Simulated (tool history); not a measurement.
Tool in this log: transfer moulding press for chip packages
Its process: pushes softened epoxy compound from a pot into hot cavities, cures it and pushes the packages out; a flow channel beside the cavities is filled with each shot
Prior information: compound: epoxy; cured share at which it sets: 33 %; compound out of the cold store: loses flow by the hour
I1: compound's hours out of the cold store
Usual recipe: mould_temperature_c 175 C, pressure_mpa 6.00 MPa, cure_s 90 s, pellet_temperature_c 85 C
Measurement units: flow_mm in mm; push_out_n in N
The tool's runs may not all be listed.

run 1 day=0.000 | mould_temperature_c=175 pressure_mpa=6.00 cure_s=90 pellet_temperature_c=85 | I1=9.3 | flow_mm=883 push_out_n=289
run 2 day=1.671 | mould_temperature_c=175 pressure_mpa=6.00 cure_s=90 pellet_temperature_c=85 | I1=12.2 | flow_mm=881 push_out_n=284
run 3 day=3.529 | mould_temperature_c=175 pressure_mpa=6.00 cure_s=90 pellet_temperature_c=85 | I1=11.7 | flow_mm=888 push_out_n=274
run 4 day=4.838 | mould_temperature_c=175 pressure_mpa=6.00 cure_s=90 pellet_temperature_c=85 | I1=28.3 | flow_mm=831 push_out_n=291
run 5 day=6.583 | mould_temperature_c=175 pressure_mpa=6.00 cure_s=90 pellet_temperature_c=85 | I1=15.4 | flow_mm=852 push_out_n=283
run 6 day=7.867 | mould_temperature_c=175 pressure_mpa=6.00 cure_s=90 pellet_temperature_c=85 | I1=29.1 | flow_mm=833 push_out_n=283
run 7 day=10.208 | mould_temperature_c=175 pressure_mpa=6.00 cure_s=90 pellet_temperature_c=85 | I1=11.3 | flow_mm=877 push_out_n=289
run 8 day=12.350 | mould_temperature_c=175 pressure_mpa=6.00 cure_s=90 pellet_temperature_c=85 | I1=31.6 | flow_mm=814 push_out_n=282
run 9 day=14.604 | mould_temperature_c=175 pressure_mpa=6.00 cure_s=90 pellet_temperature_c=85 | I1=9.9 | flow_mm=896 push_out_n=291
run 10 day=16.762 | mould_temperature_c=175 pressure_mpa=6.00 cure_s=90 pellet_temperature_c=85 | I1=23.1 | flow_mm=848 push_out_n=290
run 11 day=19.267 | mould_temperature_c=175 pressure_mpa=6.00 cure_s=90 pellet_temperature_c=85 | I1=16.6 | flow_mm=869 push_out_n=280
run 12 day=21.212 | mould_temperature_c=175 pressure_mpa=6.00 cure_s=90 pellet_temperature_c=85 | I1=44.4 | flow_mm=779 push_out_n=265
run 13 day=22.442 | mould_temperature_c=177 pressure_mpa=6.00 cure_s=90 pellet_temperature_c=85 | I1=39.0 | flow_mm=789 push_out_n=261
run 14 day=24.254 | mould_temperature_c=181 pressure_mpa=6.00 cure_s=116 pellet_temperature_c=93 | I1=23.5 | flow_mm=798 push_out_n=233
run 15 day=26.158 | mould_temperature_c=173 pressure_mpa=5.94 cure_s=84 pellet_temperature_c=83 | I1=21.7 | flow_mm=860 push_out_n=354
run 16 day=27.729 | mould_temperature_c=173 pressure_mpa=5.94 cure_s=84 pellet_temperature_c=83 | I1=10.1 | flow_mm=887 push_out_n=367
run 17 day=29.300 | mould_temperature_c=180 pressure_mpa=6.00 cure_s=84 pellet_temperature_c=79 | I1=9.5 | flow_mm=862 push_out_n=255
run 18 day=31.450 | mould_temperature_c=180 pressure_mpa=6.00 cure_s=84 pellet_temperature_c=79 | I1=40.7 | flow_mm=776 push_out_n=245
run 19 day=32.575 | mould_temperature_c=180 pressure_mpa=6.00 cure_s=84 pellet_temperature_c=79 | I1=11.1 | flow_mm=849 push_out_n=252
run 20 day=33.875 | mould_temperature_c=171 pressure_mpa=6.00 cure_s=100 pellet_temperature_c=86 | I1=45.4 | flow_mm=804 push_out_n=279
run 21 day=35.675 | mould_temperature_c=171 pressure_mpa=6.00 cure_s=100 pellet_temperature_c=86 | I1=42.0 | flow_mm=825 push_out_n=280
run 22 day=37.158 | mould_temperature_c=168 pressure_mpa=5.20 cure_s=100 pellet_temperature_c=86 | I1=44.8 | flow_mm=775 push_out_n=359
run 23 day=39.042 | mould_temperature_c=182 pressure_mpa=5.35 cure_s=100 pellet_temperature_c=78 | I1=44.3 | flow_mm=708 push_out_n=222
run 24 day=41.425 | mould_temperature_c=171 pressure_mpa=5.95 cure_s=100 pellet_temperature_c=82 | I1=32.0 | flow_mm=840 push_out_n=300
run 25 day=43.446 | mould_temperature_c=171 pressure_mpa=5.95 cure_s=100 pellet_temperature_c=82 | I1=20.1 | flow_mm=872 push_out_n=311
run 26 day=45.200 | mould_temperature_c=175 pressure_mpa=5.61 cure_s=90 pellet_temperature_c=88 | I1=17.1 | flow_mm=831 push_out_n=283

Taken out of this log: 23 entries between the listed runs. Where each belongs, and how the hidden state differs across it:
In the gap between runs 1 and 2: plunger's sealing rings changed (day 1.404); cavities cleaned with cleaning compound and waxed (day 1.625)
  pressure that reaches the compound, % of what is set: 99.71 -> 99.99; grip of the stained cavities, % over clean ones': 0.6 -> 0
In the gap between runs 3 and 4: cavities cleaned with cleaning compound and waxed (day 3.962)
  pressure that reaches the compound, % of what is set: 99.96 -> 99.94; grip of the stained cavities, % over clean ones': 1.1 -> 0.6
In the gap between runs 4 and 5: cavities cleaned with cleaning compound and waxed (day 6.350)
  pressure that reaches the compound, % of what is set: 99.94 -> 99.91; grip of the stained cavities, % over clean ones': 0.6 -> 0.2
In the gap between runs 6 and 7: cavities cleaned with cleaning compound and waxed (day 8.779)
  pressure that reaches the compound, % of what is set: 99.89 -> 99.85
In the gap between runs 7 and 8: cavities cleaned with cleaning compound and waxed (day 11.129)
  pressure that reaches the compound, % of what is set: 99.85 -> 99.81; grip of the stained cavities, % over clean ones': 0.9 -> 0.7
In the gap between runs 8 and 9: cavities cleaned with cleaning compound and waxed (day 13.542)
  pressure that reaches the compound, % of what is set: 99.81 -> 99.77
In the gap between runs 9 and 10: cavities cleaned with cleaning compound and waxed (day 15.929)
  pressure that reaches the compound, % of what is set: 99.77 -> 99.74
In the gap between runs 10 and 11: cavities cleaned with cleaning compound and waxed (day 18.333); plunger's sealing rings changed (day 18.908)
  pressure that reaches the compound, % of what is set: 99.74 -> 99.98; grip of the stained cavities, % over clean ones': 0.7 -> 0.6
In the gap between runs 11 and 12: cavities cleaned with cleaning compound and waxed (day 20.867)
  pressure that reaches the compound, % of what is set: 99.98 -> 99.95; grip of the stained cavities, % over clean ones': 0.6 -> 0.2
In the gap between runs 13 and 14: cavities cleaned with cleaning compound and waxed (day 23.288)
  pressure that reaches the compound, % of what is set: 99.93 -> 99.9; grip of the stained cavities, % over clean ones': 1 -> 0.7
In the gap between runs 14 and 15: cavities cleaned with cleaning compound and waxed (day 25.638)
  pressure that reaches the compound, % of what is set: 99.9 -> 99.86; grip of the stained cavities, % over clean ones': 0.7 -> 0.3
In the gap between runs 16 and 17: cavities cleaned with cleaning compound and waxed (day 27.971)
  true mould temperature over the reading, C: 0.02 -> 0.03; pressure that reaches the compound, % of what is set: 99.84 -> 99.81; grip of the stained cavities, % over clean ones': 1.1 -> 0.8
In the gap between runs 17 and 18: cavities cleaned with cleaning compound and waxed (day 30.404); mould's thermocouples calibrated (day 31.058)
  true mould temperature over the reading, C: 0.03 -> 0; pressure that reaches the compound, % of what is set: 99.81 -> 99.77; grip of the stained cavities, % over clean ones': 0.8 -> 0.7
In the gap between runs 19 and 20: cavities cleaned with cleaning compound and waxed (day 32.858)
  pressure that reaches the compound, % of what is set: 99.75 -> 99.73; grip of the stained cavities, % over clean ones': 1.1 -> 0.7
In the gap between runs 20 and 21: cavities cleaned with cleaning compound and waxed (day 35.200)
  pressure that reaches the compound, % of what is set: 99.73 -> 99.7; grip of the stained cavities, % over clean ones': 0.7 -> 0.4
In the gap between runs 21 and 22: plunger's sealing rings changed (day 36.321)
  pressure that reaches the compound, % of what is set: 99.7 -> 99.97; grip of the stained cavities, % over clean ones': 0.4 -> 1.1
In the gap between runs 22 and 23: cavities cleaned with cleaning compound and waxed (day 37.642)
  pressure that reaches the compound, % of what is set: 99.97 -> 99.94; grip of the stained cavities, % over clean ones': 1.1 -> 0.9
In the gap between runs 23 and 24: cavities cleaned with cleaning compound and waxed (day 39.983)
  pressure that reaches the compound, % of what is set: 99.94 -> 99.9
In the gap between runs 24 and 25: cavities cleaned with cleaning compound and waxed (day 42.358)
  true mould temperature over the reading, C: 0 -> 0.01; pressure that reaches the compound, % of what is set: 99.9 -> 99.86; grip of the stained cavities, % over clean ones': 0.9 -> 0.7
In the gap between runs 25 and 26: cavities cleaned with cleaning compound and waxed (day 44.792)
  pressure that reaches the compound, % of what is set: 99.86 -> 99.83; grip of the stained cavities, % over clean ones': 0.7 -> 0.3
